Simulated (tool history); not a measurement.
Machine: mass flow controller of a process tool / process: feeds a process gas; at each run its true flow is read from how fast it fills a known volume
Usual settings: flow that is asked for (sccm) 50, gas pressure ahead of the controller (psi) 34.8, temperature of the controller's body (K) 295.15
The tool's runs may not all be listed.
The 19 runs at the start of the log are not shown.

| run | hour | flow that is asked for (sccm) | gas pressure ahead of the controller (psi) | temperature of the controller's body (K) | hours of work since the controller was set to zero | hours of work since the controller was changed | true flow (%) |
|---|---|---|---|---|---|---|---|
| 20 | 2200.3 | 50 | 34.8 | 295.15 | 4605 | 4605 | 98.78 |
| 21 | 2307.7 | 50 | 34.8 | 295.15 | 4670 | 4670 | 98.63 |
| 22 | 2394.8 | 50 | 23.9 | 295.15 | 4724 | 4724 | 98.01 |
| 23 | 2541.2 | 22 | 34.1 | 301.15 | 4813 | 4813 | 100.22 |
| 24 | 2648.2 | 22 | 24.2 | 301.15 | 4878 | 4878 | 99.64 |
| 25 | 2790.1 | 50 | 24.9 | 302.15 | 4965 | 4965 | 98.25 |
| 26 | 2890.9 | 73 | 22 | 309.15 | 5026 | 5026 | 98.37 |
| 27 | 2990.4 | 26 | 36.5 | 311.15 | 5087 | 5087 | 100.09 |
| 28 | 3118.9 | 26 | 36.5 | 311.15 | 5165 | 5165 | 100.05 |
| 29 | 3222.2 | 50 | 29 | 295.15 | 5229 | 5229 | 98.25 |
| 30 | 3352 | 50 | 21 | 295.15 | 5308 | 5308 | 97.71 |
| 31 | 3493.3 | 70 | 32.8 | 299.15 | 5394 | 5394 | 98.67 |
| 32 | 3572 | 50 | 23.2 | 295.15 | 5442 | 5442 | 98.01 |
| 33 | 3689 | 50 | 23.2 | 295.15 | 5513 | 5513 | 98.01 |
| 34 | 3796 | 18 | 29.6 | 310.15 | 5579 | 5579 | 101.23 |
| 35 | 3936.6 | 18 | 29.6 | 310.15 | 5665 | 5665 | 101.38 |
| 36 | 4037.3 | 74 | 24.5 | 296.15 | 5726 | 5726 | 98.02 |
| 37 | 4143.7 | 40 | 24.5 | 296.15 | 5791 | 5791 | 98.22 |
| 38 | 4263.1 | 23 | 24.5 | 306.15 | 5864 | 5864 | 100.05 |
| 39 | 4389.8 | 11 | 37.1 | 305.15 | 5941 | 5941 | 105.31 |
| 40 | 4508.1 | 50 | 36.8 | 295.15 | 6013 | 6013 | 98.61 |
| 41 | 4593.9 | 50 | 36.8 | 295.15 | 6066 | 6066 | 98.6 |
| 42 | 4683.3 | 59 | 21.5 | 310.15 | 6120 | 6120 | 98.02 |

Each row is a separate what-if for the run after 42, all from the same tool condition, not one after another. Results?
| A | 4750.5 | 59 | 35.5 | 310.15 | 6161 | 6161 | ? |
| B | 4750.5 | 18 | 35.8 | 301.15 | 6161 | 6161 | ? |
| C | 4750.5 | 59 | 21.5 | 310.15 | 6161 | 6161 | ? |

| run | true flow (%) |
|---|---|
| A | 98.77 |
| B | 101.67 |
| C | 97.91 |
Stripped of hidden state, with their random variation kept, the same runs would have yielded:
| run | true flow (%) |
|---|---|
| A | 99.42 |
| B | 98.1 |
| C | 98.57 |
